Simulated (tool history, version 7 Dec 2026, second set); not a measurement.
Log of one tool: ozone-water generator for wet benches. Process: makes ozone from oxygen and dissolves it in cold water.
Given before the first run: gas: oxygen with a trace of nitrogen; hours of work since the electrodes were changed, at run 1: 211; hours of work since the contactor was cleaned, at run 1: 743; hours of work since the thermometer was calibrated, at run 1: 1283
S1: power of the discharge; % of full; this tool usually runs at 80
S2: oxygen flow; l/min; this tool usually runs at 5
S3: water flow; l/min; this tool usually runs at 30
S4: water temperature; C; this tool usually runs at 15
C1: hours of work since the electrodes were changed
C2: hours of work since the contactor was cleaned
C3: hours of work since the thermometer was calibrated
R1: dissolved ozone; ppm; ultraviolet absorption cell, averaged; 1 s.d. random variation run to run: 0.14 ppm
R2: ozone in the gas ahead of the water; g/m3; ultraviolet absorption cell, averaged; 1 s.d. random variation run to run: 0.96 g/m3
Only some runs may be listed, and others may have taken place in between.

run    hour   S1    S2  S3  S4    C1    C2    C3    R1     R2
  1       0   80     5  30  15   211   743  1283  15.7  163.5
  2    45.5   80     5  30  15   238   770  1311  15.8  161.3
  3   120.6   80     5  30  15   283   816  1356  15.9  160.9
  4   211.8   80     5  30  19   338   871  1411    15  164.3
  5   270.3   80     5  30  19   373   906  1446  14.9  161.9
  6     360   80     5  30  15   427   960  1500  15.8  162.4
  7   454.6   46     5  30  15   484  1017  1557  10.9  111.7
  8   528.7   46     5  30  15   529  1061  1601    11    113
  9   612.3   46     5  30  15   579  1112  1652  10.8  114.3
 10   681.4   80     5  31  15   621  1153  1693  15.2  162.6
 11   742.2   80     5  31  15   657  1190  1730    15  160.9
 12   839.2   80     5  31  15   716  1248  1788  15.1  160.7
 13   893.3   80  3.63  30  15   748  1281  1821  14.8    195
 14  1003.7   80   6.8  30  15   815  1347  1887  15.7  131.4
 15  1065.9   59   6.8  30  15   852  1385  1925  12.7    109
 16  1118.2   87     5  30  15   884  1416  1956  16.1  167.9
 17  1187.9   87     5  30  15   925  1458  1998    16  167.4
     1198.4  -- contactor cleaned
 18  1293.6   61     5  33  15   987    57  2059  11.8  134.2
 19  1362.7   80     5  28  11  1028    99  2101  16.7  157.9
 20  1464.3   80     5  30  14  1089   160  2162  15.2  159.4
 21  1572.4   80     5  30   9  1154   225  2227  16.3  158.2
     1656.1  -- contactor cleaned, once more
 22  1675.9   80     5  30   9  1214    12  2287  16.4  158.9
 23  1781.4   61     5  38   8  1278    75  2351    11  131.2
 24  1866.8   61     5  38   8  1329   127  2402  11.2  133.7
 25  1931.4   46     5  29  19  1368   166  2441  10.6  110.8
 26  2006.6  100     5  27  15  1413   211  2486  18.9  181.2
 27    2053   49     5  20  15  1441   239  2514  15.4  114.6
 28  2135.6   49  4.08  20  19  1491   289  2564  14.4  131.2
 29  2245.6   49  4.08  20  19  1557   355  2630  14.5  131.2
 30  2310.8   55  2.71  33  15  1596   394  2669  10.2  182.1
 31  2383.1   55  2.71  33  15  1640   437  2713    10  179.6
 32  2440.9   94  6.41  30  10  1675   472  2747  17.5  145.7
 33  2551.6   94  6.41  30  10  1741   539  2814  17.5  146.5
 34  2649.4   94  6.41  30  10  1800   598  2873  17.6  145.9

Hidden state or all else? Some run-to-run changes of R1, split into what the settings, what came in and random variation would give without the hidden state, and what is left for the hidden state (with any gauge scatter that isn't in both results):
The hidden state here: yield of the discharge, % of new electrodes'; contactor's efficiency, % of a clean one's; true water temperature over the reading, C; drift of the gauge itself on ozone_ppm, %; drift of the gauge itself on gas_g_m3, %.
Run 22 -> 23: S1 80 -> 61, S3 30 -> 38, S4 9 -> 8. R1 -5.4 ppm: hidden state +0.3, all else -5.7.
Run 25 -> 26: S1 46 -> 100, S3 29 -> 27, S4 19 -> 15. R1 +8.3 ppm: hidden state -0.8, all else +9.1.
Run 26 -> 27: S1 100 -> 49, S3 27 -> 20. R1 -3.5 ppm: hidden state +0.5, all else -4.
Run 31 -> 32: S1 55 -> 94, S2 2.71 -> 6.41, S3 33 -> 30, S4 15 -> 10. R1 +7.5 ppm: hidden state -0.7, all else +8.2.

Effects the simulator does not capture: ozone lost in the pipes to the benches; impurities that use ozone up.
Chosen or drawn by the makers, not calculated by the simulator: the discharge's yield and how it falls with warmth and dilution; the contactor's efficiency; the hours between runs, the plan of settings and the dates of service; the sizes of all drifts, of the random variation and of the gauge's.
